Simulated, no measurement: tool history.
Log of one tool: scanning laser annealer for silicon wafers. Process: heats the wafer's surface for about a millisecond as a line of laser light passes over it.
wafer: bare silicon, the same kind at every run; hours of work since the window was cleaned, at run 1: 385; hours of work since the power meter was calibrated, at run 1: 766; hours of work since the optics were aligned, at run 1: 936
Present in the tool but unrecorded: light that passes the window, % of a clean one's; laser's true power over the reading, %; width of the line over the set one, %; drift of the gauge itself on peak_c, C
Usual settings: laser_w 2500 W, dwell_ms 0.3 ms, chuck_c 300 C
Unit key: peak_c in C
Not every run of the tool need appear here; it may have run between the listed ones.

run,hour,laser_w,dwell_ms,chuck_c,hours of work since the window was cleaned,hours of work since the power meter was calibrated,hours of work since the optics were aligned,peak_c
1,0,2500,0.3,300,385,766,936,1147
2,30.2,2500,0.3,297,400,781,951,1139
3,57.6,2500,0.3,297,414,795,965,1146
4,77.5,2500,0.3,297,424,805,975,1145
5,97.6,2500,0.3,297,434,815,986,1140
6,114.9,2500,0.3,297,443,824,994,1147
7,138.8,2500,0.3,297,455,836,1007,1143
8,172.2,2500,0.3,297,472,853,1024,1144
9,196.9,2500,0.3,300,485,866,1036,1147
10,222.6,2303,0.3,300,498,879,1049,1062
11,259.7,2500,0.3,279,517,898,1068,1125
12,289.7,2500,0.3,279,532,913,1084,1126
13,330.8,2500,0.3,279,553,934,1105,1127
14,364.3,2620,0.3,266,570,951,1122,1164
15,395.3,2620,0.3,266,586,967,1137,1165
16,425.8,2620,0.315,296,602,983,1153,1219
17,463.8,2473,0.374,300,621,1002,1172,1239
18,486.3,2547,0.333,294,633,1013,1184,1211
19,514.3,2195,0.222,309,647,1028,1198,919
20,540.5,2195,0.224,267,660,1041,1211,881
# hour 547.9: optics aligned, line set to its width
21,569.6,2195,0.224,267,672,1053,11,879
22,586.3,2405,0.262,296,681,1062,20,1047

What does the tool deliver on the next run?
23,611.9,2500,0.268,279,694,1075,33,?

{"run 23": {"peak_c": 1078}}
Minus the tool's unlogged condition, the same run would have read peak_c 1079 C.
